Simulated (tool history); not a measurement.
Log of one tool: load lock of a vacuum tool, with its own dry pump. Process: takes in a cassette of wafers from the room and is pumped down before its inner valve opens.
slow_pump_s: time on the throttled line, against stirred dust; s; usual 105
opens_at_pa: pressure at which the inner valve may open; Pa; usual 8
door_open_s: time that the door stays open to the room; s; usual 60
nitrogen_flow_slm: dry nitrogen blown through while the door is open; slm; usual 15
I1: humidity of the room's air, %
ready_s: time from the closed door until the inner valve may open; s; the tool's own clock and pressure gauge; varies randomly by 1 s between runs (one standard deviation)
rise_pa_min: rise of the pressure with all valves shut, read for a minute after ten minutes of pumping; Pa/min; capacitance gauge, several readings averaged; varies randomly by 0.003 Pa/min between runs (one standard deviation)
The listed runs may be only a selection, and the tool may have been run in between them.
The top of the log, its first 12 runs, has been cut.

{"run": 13, "hour": 1019.1, "slow_pump_s": 158, "opens_at_pa": 8, "door_open_s": 60, "nitrogen_flow_slm": 15, "I1": 43.4, "ready_s": 209.2, "rise_pa_min": 0.188}
{"run": 14, "hour": 1106.9, "slow_pump_s": 158, "opens_at_pa": 8, "door_open_s": 60, "nitrogen_flow_slm": 15, "I1": 43.4, "ready_s": 211.2, "rise_pa_min": 0.199}
{"run": 15, "hour": 1209.4, "slow_pump_s": 158, "opens_at_pa": 8, "door_open_s": 60, "nitrogen_flow_slm": 15, "I1": 44.8, "ready_s": 210.2, "rise_pa_min": 0.2}
{"run": 16, "hour": 1302.1, "slow_pump_s": 105, "opens_at_pa": 8, "door_open_s": 60, "nitrogen_flow_slm": 15, "I1": 45.5, "ready_s": 170.3, "rise_pa_min": 0.2}
{"run": 17, "hour": 1419.8, "slow_pump_s": 105, "opens_at_pa": 8, "door_open_s": 60, "nitrogen_flow_slm": 15, "I1": 42.8, "ready_s": 171.6, "rise_pa_min": 0.2}
{"run": 18, "hour": 1506.0, "slow_pump_s": 105, "opens_at_pa": 8, "door_open_s": 60, "nitrogen_flow_slm": 15, "I1": 43.4, "ready_s": 168.8, "rise_pa_min": 0.208}
{"run": 19, "hour": 1566.7, "slow_pump_s": 105, "opens_at_pa": 8, "door_open_s": 60, "nitrogen_flow_slm": 15, "I1": 41.5, "ready_s": 170.4, "rise_pa_min": 0.209}
{"run": 20, "hour": 1639.3, "slow_pump_s": 173, "opens_at_pa": 10, "door_open_s": 60, "nitrogen_flow_slm": 15, "I1": 45.2, "ready_s": 220.7, "rise_pa_min": 0.204}
{"run": 21, "hour": 1754.9, "slow_pump_s": 173, "opens_at_pa": 10, "door_open_s": 60, "nitrogen_flow_slm": 15, "I1": 44.4, "ready_s": 221.2, "rise_pa_min": 0.213}
{"run": 22, "hour": 1820.9, "slow_pump_s": 57, "opens_at_pa": 8, "door_open_s": 60, "nitrogen_flow_slm": 8, "I1": 45.1, "ready_s": 132.3, "rise_pa_min": 0.222}
{"run": 23, "hour": 1891.2, "slow_pump_s": 57, "opens_at_pa": 8, "door_open_s": 60, "nitrogen_flow_slm": 8, "I1": 45.1, "ready_s": 132.0, "rise_pa_min": 0.232}
{"run": 24, "hour": 1974.5, "slow_pump_s": 63, "opens_at_pa": 8, "door_open_s": 60, "nitrogen_flow_slm": 14, "I1": 43.4, "ready_s": 139.3, "rise_pa_min": 0.215}
{"run": 25, "hour": 2074.1, "slow_pump_s": 136, "opens_at_pa": 11, "door_open_s": 60, "nitrogen_flow_slm": 33, "I1": 45.3, "ready_s": 189.7, "rise_pa_min": 0.207}
{"run": 26, "hour": 2153.6, "slow_pump_s": 136, "opens_at_pa": 11, "door_open_s": 60, "nitrogen_flow_slm": 33, "I1": 46.9, "ready_s": 191.5, "rise_pa_min": 0.211}
{"run": 27, "hour": 2209.7, "slow_pump_s": 88, "opens_at_pa": 8, "door_open_s": 60, "nitrogen_flow_slm": 5, "I1": 44.8, "ready_s": 155.5, "rise_pa_min": 0.24}
{"run": 28, "hour": 2293.3, "slow_pump_s": 89, "opens_at_pa": 8, "door_open_s": 111, "nitrogen_flow_slm": 5, "I1": 44.3, "ready_s": 158.1, "rise_pa_min": 0.256}
{"run": 29, "hour": 2382.5, "slow_pump_s": 89, "opens_at_pa": 8, "door_open_s": 111, "nitrogen_flow_slm": 5, "I1": 45.6, "ready_s": 158.5, "rise_pa_min": 0.258}
{"run": 30, "hour": 2441.1, "slow_pump_s": 55, "opens_at_pa": 12, "door_open_s": 152, "nitrogen_flow_slm": 33, "I1": 46.1, "ready_s": 126.3, "rise_pa_min": 0.227}
{"run": 31, "hour": 2505.2, "slow_pump_s": 76, "opens_at_pa": 12, "door_open_s": 152, "nitrogen_flow_slm": 33, "I1": 48.1, "ready_s": 144.2, "rise_pa_min": 0.232}
{"run": 32, "hour": 2613.6, "slow_pump_s": 76, "opens_at_pa": 12, "door_open_s": 152, "nitrogen_flow_slm": 33, "I1": 46.8, "ready_s": 143.8, "rise_pa_min": 0.234}
{"run": 33, "hour": 2703.6, "slow_pump_s": 166, "opens_at_pa": 8, "door_open_s": 60, "nitrogen_flow_slm": 31, "I1": 49.1, "ready_s": 216.4, "rise_pa_min": 0.229}
{"run": 34, "hour": 2784.6, "slow_pump_s": 116, "opens_at_pa": 7, "door_open_s": 34, "nitrogen_flow_slm": 5, "I1": 45.4, "ready_s": 180.3, "rise_pa_min": 0.252}
{"run": 35, "hour": 2903.2, "slow_pump_s": 160, "opens_at_pa": 8, "door_open_s": 131, "nitrogen_flow_slm": 9, "I1": 42.9, "ready_s": 213.1, "rise_pa_min": 0.259}
{"run": 36, "hour": 2959.9, "slow_pump_s": 160, "opens_at_pa": 8, "door_open_s": 131, "nitrogen_flow_slm": 9, "I1": 46.7, "ready_s": 214.2, "rise_pa_min": 0.26}
{"run": 37, "hour": 3073.8, "slow_pump_s": 149, "opens_at_pa": 8, "door_open_s": 60, "nitrogen_flow_slm": 9, "I1": 47.3, "ready_s": 204.7, "rise_pa_min": 0.266}

Here are 3 independent what-if runs from the current tool condition. What would each one return?
{"run": "A", "hour": 3135.5, "slow_pump_s": 149, "opens_at_pa": 7, "door_open_s": 60, "nitrogen_flow_slm": 22, "I1": 44.9, "ready_s": "?", "rise_pa_min": "?"}
{"run": "B", "hour": 3135.5, "slow_pump_s": 181, "opens_at_pa": 15, "door_open_s": 37, "nitrogen_flow_slm": 15, "I1": 44.0, "ready_s": "?", "rise_pa_min": "?"}
{"run": "C", "hour": 3135.5, "slow_pump_s": 149, "opens_at_pa": 8, "door_open_s": 40, "nitrogen_flow_slm": 9, "I1": 44.3, "ready_s": "?", "rise_pa_min": "?"}

run=A ready_s=206.8 rise_pa_min=0.253
run=B ready_s=222.1 rise_pa_min=0.250
run=C ready_s=204.4 rise_pa_min=0.256
The same runs, with their run-to-run variation unchanged, on a tool lacking any hidden condition would have given:
run=A ready_s=202.6 rise_pa_min=0.020
run=B ready_s=219.0 rise_pa_min=0.020
run=C ready_s=200.5 rise_pa_min=0.022
